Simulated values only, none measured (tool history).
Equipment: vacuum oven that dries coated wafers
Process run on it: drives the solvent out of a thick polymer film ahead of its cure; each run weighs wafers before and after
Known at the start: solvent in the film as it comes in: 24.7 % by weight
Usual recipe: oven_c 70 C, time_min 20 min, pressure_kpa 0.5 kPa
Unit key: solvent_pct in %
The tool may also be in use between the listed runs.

run	hour	oven_c	time_min	pressure_kpa	solvent_pct
1	0	70	20	0.5	5.42
2	11	70	20	0.5	5.35
3	19.4	70	14	0.5	7.96
# hour 22.1: vacuum gauge cleaned of residue and calibrated
4	26.9	70	14	0.411	7.84
5	37.9	70	14	0.411	8.01
6	51.3	70	14	0.411	8.05
7	62.2	57	20	1.227	10.88
8	67.8	64	34	0.5	4.02
# hour 79.4: vacuum gauge cleaned of residue and calibrated, once more
9	79.9	64	34	0.5	4.03
10	85.6	64	34	0.5	4.06
11	94.4	70	19	0.282	5.68

Consider 5 possible next runs. They are alternatives, not a sequence: every one starts from the tool as it was left by run 11. What does each give?
A	107.3	70	15	0.333	?
B	107.3	79	20	0.5	?
C	107.3	61	12	0.654	?
D	107.3	79	24	0.804	?
E	107.3	73	12	0.7	?

run	solvent_pct
A	7.32
B	2.37
C	12.44
D	1.67
E	7.89
With no hidden state in the tool, these same runs would have given:
run	solvent_pct
A	7.78
B	2.68
C	12.85
D	1.92
E	8.36

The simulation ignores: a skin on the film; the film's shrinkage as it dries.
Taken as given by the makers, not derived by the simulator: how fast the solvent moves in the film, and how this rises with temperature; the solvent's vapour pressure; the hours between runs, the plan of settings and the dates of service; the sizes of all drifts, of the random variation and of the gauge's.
